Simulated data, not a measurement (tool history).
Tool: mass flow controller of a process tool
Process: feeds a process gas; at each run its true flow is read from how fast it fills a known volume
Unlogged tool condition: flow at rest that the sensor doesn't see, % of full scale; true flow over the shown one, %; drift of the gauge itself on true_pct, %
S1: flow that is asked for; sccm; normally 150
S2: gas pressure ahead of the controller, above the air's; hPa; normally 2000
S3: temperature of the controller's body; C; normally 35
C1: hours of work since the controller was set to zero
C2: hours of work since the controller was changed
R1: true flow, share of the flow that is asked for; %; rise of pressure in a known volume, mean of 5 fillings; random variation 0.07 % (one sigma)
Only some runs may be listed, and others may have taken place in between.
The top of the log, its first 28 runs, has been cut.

{"run": 29, "hour": 2540.0, "S1": 309, "S2": 2280, "S3": 36, "C1": 3155, "C2": 3155, "R1": 99.77}
{"run": 30, "hour": 2626.3, "S1": 91, "S2": 2440, "S3": 23, "C1": 3193, "C2": 3193, "R1": 99.82}
{"run": 31, "hour": 2691.9, "S1": 102, "S2": 2310, "S3": 27, "C1": 3221, "C2": 3221, "R1": 99.74}
{"run": 32, "hour": 2815.5, "S1": 133, "S2": 1430, "S3": 24, "C1": 3274, "C2": 3274, "R1": 100.7}
{"run": 33, "hour": 2881.1, "S1": 94, "S2": 2000, "S3": 32, "C1": 3303, "C2": 3303, "R1": 99.71}
{"run": 34, "hour": 2972.7, "S1": 150, "S2": 1910, "S3": 35, "C1": 3342, "C2": 3342, "R1": 99.77}
{"run": 35, "hour": 3035.4, "S1": 310, "S2": 1910, "S3": 35, "C1": 3369, "C2": 3369, "R1": 100.19}
{"run": 36, "hour": 3139.6, "S1": 110, "S2": 2150, "S3": 35, "C1": 3414, "C2": 3414, "R1": 99.72}
{"hour": 3234.6, "done": "gauge calibrated"}
{"run": 37, "hour": 3262.4, "S1": 110, "S2": 1760, "S3": 35, "C1": 3468, "C2": 3468, "R1": 98.66}
{"run": 38, "hour": 3378.7, "S1": 156, "S2": 2000, "S3": 35, "C1": 3518, "C2": 3518, "R1": 98.67}
{"run": 39, "hour": 3490.3, "S1": 219, "S2": 2640, "S3": 31, "C1": 3566, "C2": 3566, "R1": 98.59}
{"run": 40, "hour": 3574.8, "S1": 54, "S2": 2000, "S3": 23, "C1": 3603, "C2": 3603, "R1": 99.21}
{"run": 41, "hour": 3700.8, "S1": 150, "S2": 1900, "S3": 33, "C1": 3657, "C2": 3657, "R1": 98.93}
{"run": 42, "hour": 3826.6, "S1": 150, "S2": 1450, "S3": 28, "C1": 3711, "C2": 3711, "R1": 99.69}
{"run": 43, "hour": 3883.5, "S1": 103, "S2": 2240, "S3": 35, "C1": 3736, "C2": 3736, "R1": 98.59}
{"run": 44, "hour": 3994.1, "S1": 103, "S2": 2240, "S3": 35, "C1": 3784, "C2": 3784, "R1": 98.73}
{"run": 45, "hour": 4066.8, "S1": 103, "S2": 2210, "S3": 31, "C1": 3815, "C2": 3815, "R1": 98.95}
{"run": 46, "hour": 4139.0, "S1": 77, "S2": 1550, "S3": 27, "C1": 3846, "C2": 3846, "R1": 99.6}
{"run": 47, "hour": 4262.6, "S1": 153, "S2": 2650, "S3": 32, "C1": 3900, "C2": 3900, "R1": 98.68}

Predict each of these 4 candidate next runs independently; none follows another, all start after run 47:
{"run": "A", "hour": 4370.1, "S1": 153, "S2": 2650, "S3": 27, "C1": 3946, "C2": 3946, "R1": "?"}
{"run": "B", "hour": 4370.1, "S1": 153, "S2": 1900, "S3": 22, "C1": 3946, "C2": 3946, "R1": "?"}
{"run": "C", "hour": 4370.1, "S1": 153, "S2": 2730, "S3": 32, "C1": 3946, "C2": 3946, "R1": "?"}
{"run": "D", "hour": 4370.1, "S1": 184, "S2": 1850, "S3": 35, "C1": 3946, "C2": 3946, "R1": "?"}

run=A R1=99.16
run=B R1=99.94
run=C R1=98.71
run=D R1=99.13
What these runs would have given with no unlogged condition in the tool:
run=A R1=98.71
run=B R1=99.5
run=C R1=98.27
run=D R1=98.68

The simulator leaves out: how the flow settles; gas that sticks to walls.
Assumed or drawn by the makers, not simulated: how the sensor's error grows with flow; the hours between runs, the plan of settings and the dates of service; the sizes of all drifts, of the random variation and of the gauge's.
